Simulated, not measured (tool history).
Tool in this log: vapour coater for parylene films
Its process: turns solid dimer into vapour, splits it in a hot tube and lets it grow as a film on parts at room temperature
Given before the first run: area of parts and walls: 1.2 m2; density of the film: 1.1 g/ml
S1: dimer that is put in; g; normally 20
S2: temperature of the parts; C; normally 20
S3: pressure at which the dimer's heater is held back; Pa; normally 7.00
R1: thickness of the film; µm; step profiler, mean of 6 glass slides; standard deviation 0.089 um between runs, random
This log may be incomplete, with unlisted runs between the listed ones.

Run 1, hour 0.0: usual settings. Result: R1 10.17 µm.
Run 2, hour 10.7: usual settings but S1 9 g. Result: R1 4.51 µm.
Run 3, hour 25.2: usual settings but S1 9 g. Result: R1 4.54 µm.
Run 4, hour 42.4: usual settings but S1 9 g. Result: R1 4.49 µm.
Run 5, hour 54.9: usual settings but S1 9 g. Result: R1 4.46 µm.
Run 6, hour 63.2: usual settings but S1 9 g. Result: R1 4.53 µm.
Run 7, hour 79.0: usual settings but S1 9 g. Result: R1 4.59 µm.
Run 8, hour 93.4: usual settings but S1 9 g. Result: R1 4.53 µm.
Run 9, hour 107.3: usual settings. Result: R1 9.87 µm.
Run 10, hour 119.5: usual settings. Result: R1 10.07 µm.
Run 11, hour 133.6: usual settings. Result: R1 9.90 µm.
Run 12, hour 146.5: usual settings. Result: R1 9.92 µm.
Run 13, hour 160.1: usual settings. Result: R1 9.95 µm.
Run 14, hour 172.7: usual settings. Result: R1 10.10 µm.
Run 15, hour 185.3: usual settings. Result: R1 10.03 µm.
Run 16, hour 195.1: usual settings but S2 27 C. Result: R1 7.90 µm.
Run 17, hour 210.8: usual settings but S3 9.85 Pa. Result: R1 9.11 µm.
At hour 213.1: table's thermometer calibrated.
Run 18, hour 229.3: usual settings. Result: R1 9.89 µm.
Run 19, hour 243.9: usual settings. Result: R1 9.88 µm.
Run 20, hour 252.5: usual settings. Result: R1 9.79 µm.
At hour 257.4: table's thermometer calibrated, once more.
Run 21, hour 266.6: usual settings. Result: R1 10.00 µm.
Run 22, hour 283.0: usual settings but S2 17 C. Result: R1 10.98 µm.
Run 23, hour 297.6: usual settings but S2 17 C. Result: R1 10.96 µm.
Run 24, hour 308.2: usual settings but S1 24 g. Result: R1 11.60 µm.
Run 25, hour 316.5: usual settings but S1 24 g, S3 2.63 Pa. Result: R1 14.06 µm.
Run 26, hour 332.6: usual settings but S3 6.46 Pa. Result: R1 9.97 µm.
Run 27, hour 340.6: usual settings but S2 25 C, S3 5.07 Pa. Result: R1 8.79 µm.
Run 28, hour 358.1: usual settings but S1 22 g, S2 16 C, S3 8.11 Pa. Result: R1 11.97 µm.
Run 29, hour 375.1: usual settings but S1 10 g, S2 17 C, S3 9.63 Pa. Result: R1 5.07 µm.
Run 30, hour 384.9: usual settings but S1 10 g, S2 17 C, S3 9.63 Pa. Result: R1 5.09 µm.
Run 31, hour 392.4: usual settings but S1 10 g, S2 17 C, S3 6.79 Pa. Result: R1 5.50 µm.
Run 32, hour 399.7: usual settings but S1 36 g. Result: R1 17.41 µm.
Run 33, hour 414.9: usual settings but S2 21 C, S3 3.72 Pa. Result: R1 10.73 µm.
Run 34, hour 428.9: usual settings but S1 17 g, S2 21 C, S3 3.02 Pa. Result: R1 9.51 µm.
Run 35, hour 442.9: usual settings but S1 22 g, S2 18 C, S3 3.02 Pa. Result: R1 13.41 µm.
Run 36, hour 459.5: usual settings but S1 22 g, S2 18 C, S3 3.02 Pa. Result: R1 13.44 µm.
At hour 475.0: trap's valve overhauled.
Run 37, hour 476.3: usual settings but S1 14 g, S3 9.48 Pa. Result: R1 7.15 µm.
Run 38, hour 491.9: usual settings but S1 14 g, S3 9.48 Pa. Result: R1 7.12 µm.
Run 39, hour 507.9: usual settings but S3 10.13 Pa. Result: R1 10.07 µm.
Run 40, hour 521.4: usual settings but S1 28 g, S2 24 C, S3 4.49 Pa. Result: R1 14.24 µm.
Run 41, hour 533.3: usual settings but S1 11 g, S2 13 C, S3 2.58 Pa. Result: R1 8.05 µm.
Run 42, hour 551.2: usual settings but S3 2.25 Pa. Result: R1 13.33 µm.
Run 43, hour 560.2: usual settings but S1 17 g, S3 2.80 Pa. Result: R1 10.97 µm.
Run 44, hour 572.8: usual settings but S1 17 g, S3 2.80 Pa. Result: R1 10.87 µm.
Run 45, hour 590.6: usual settings but S1 23 g, S3 2.16 Pa. Result: R1 15.33 µm.
Run 46, hour 603.2: usual settings but S1 34 g, S2 16 C. Result: R1 21.01 µm.
Run 47, hour 617.2: usual settings but S1 11 g, S2 22 C. Result: R1 5.47 µm.
Run 48, hour 631.1: usual settings but S1 11 g, S2 22 C. Result: R1 5.50 µm.

Consider 3 possible next runs. They are alternatives, not a sequence: every one starts from the tool as it was left by run 48. What does each give?
Run A, hour 643.5: usual settings but S1 28 g, S2 27 C, S3 2.95 Pa. Result: R1 ?.
Run B, hour 643.5: usual settings but S2 16 C, S3 4.52 Pa. Result: R1 ?.
Run C, hour 643.5: usual settings but S2 21 C. Result: R1 ?.

run     R1
  A  13.70
  B  13.24
  C  10.47
Stripped of hidden state, with their random variation kept, the same runs would have yielded:
run     R1
  A  14.01
  B  13.54
  C  10.71
